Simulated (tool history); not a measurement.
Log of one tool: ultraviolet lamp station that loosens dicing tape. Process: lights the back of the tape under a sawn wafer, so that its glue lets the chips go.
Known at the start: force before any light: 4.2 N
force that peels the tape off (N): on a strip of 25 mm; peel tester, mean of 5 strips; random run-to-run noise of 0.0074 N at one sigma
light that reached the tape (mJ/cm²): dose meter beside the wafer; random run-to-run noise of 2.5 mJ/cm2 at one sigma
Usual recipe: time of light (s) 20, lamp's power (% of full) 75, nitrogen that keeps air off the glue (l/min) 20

run,hour,time of light (s),lamp's power (% of full),nitrogen that keeps air off the glue (l/min),force that peels the tape off (N),light that reached the tape (mJ/cm²)
1,0,20,75,20,0.341,233
2,12.1,20,75,20,0.357,234
3,23.1,20,75,20,0.364,229
4,31.9,20,75,11,0.512,229
5,38.5,20,75,11,0.503,234
# hour 40.2: window cleaned of glue's vapour
6,52.2,20,75,11,0.595,195
7,60.2,20,75,11,0.61,198
8,69.5,20,75,11,0.62,197
# hour 71.6: window cleaned of glue's vapour, once more
9,84.1,20,75,20,0.304,265
10,94.6,20,75,20,0.293,264
11,105.9,20,75,20,0.311,260
12,118,20,75,20,0.316,265
13,127.8,20,75,20,0.308,260
14,142.8,20,75,14,0.367,257
15,149.4,20,75,14,0.377,253
16,157.3,20,75,14,0.361,257
17,167,20,75,14,0.379,255
18,177.6,20,75,20,0.323,249
19,192.4,20,75,20,0.332,251
20,200.7,20,75,7,0.533,247
21,209.6,20,75,7,0.553,248
22,216.4,20,75,20,0.352,247
23,223.3,20,83,13,0.349,270
24,237.5,20,83,13,0.345,269
25,251.9,20,85,16,0.322,271
26,267.7,20,100,9,0.322,318
27,283.4,20,78,7,0.559,244
28,296.8,18,87,6,0.57,247
29,311.2,18,87,6,0.631,238
30,322.7,11,65,11,1.359,107
31,337.7,13,62,20,0.967,122
32,349.1,13,62,20,0.957,120
33,356.3,12,70,12,1.078,123
34,363.9,12,70,12,1.104,128
35,373.3,28,75,12,0.299,305
36,387.2,28,75,12,0.307,305
37,399.1,28,75,12,0.294,308
38,407.9,28,75,12,0.31,304
39,421.8,15,75,12,0.775,159
40,436,15,75,12,0.759,161
41,445.7,20,92,20,0.311,261
42,460.1,20,92,20,0.333,262
43,474.2,20,92,20,0.328,253

How would selected steps in force that peels the tape off (N) from run to run divide? Give the signed amount a tool lacking its hidden state would still show from settings, what came in and random variation, and the signed amount left for the hidden state, including any gauge scatter that is not in both of the compared results.
Hidden conditions of the tool in this case: lamp's light, % of a new lamp's; light that the window lets through, % of a clean one's; drift of the gauge itself on peel_n, %; drift of the gauge itself on dose_mj_cm2, %.
Run 8 -> 9: nitrogen that keeps air off the glue (l/min) 11 -> 20, window cleaned of glue's vapour, once more. force that peels the tape off (N) -0.316: hidden state -0.251, all else -0.065.
Run 29 -> 30: time of light (s) 18 -> 11, lamp's power (% of full) 87 -> 65, nitrogen that keeps air off the glue (l/min) 6 -> 11. force that peels the tape off (N) +0.728: hidden state +0.141, all else +0.587.
Run 34 -> 35: time of light (s) 12 -> 28, lamp's power (% of full) 70 -> 75. force that peels the tape off (N) -0.805: hidden state -0.255, all else -0.55.
Run 38 -> 39: time of light (s) 28 -> 15. force that peels the tape off (N) +0.465: hidden state +0.207, all else +0.258.
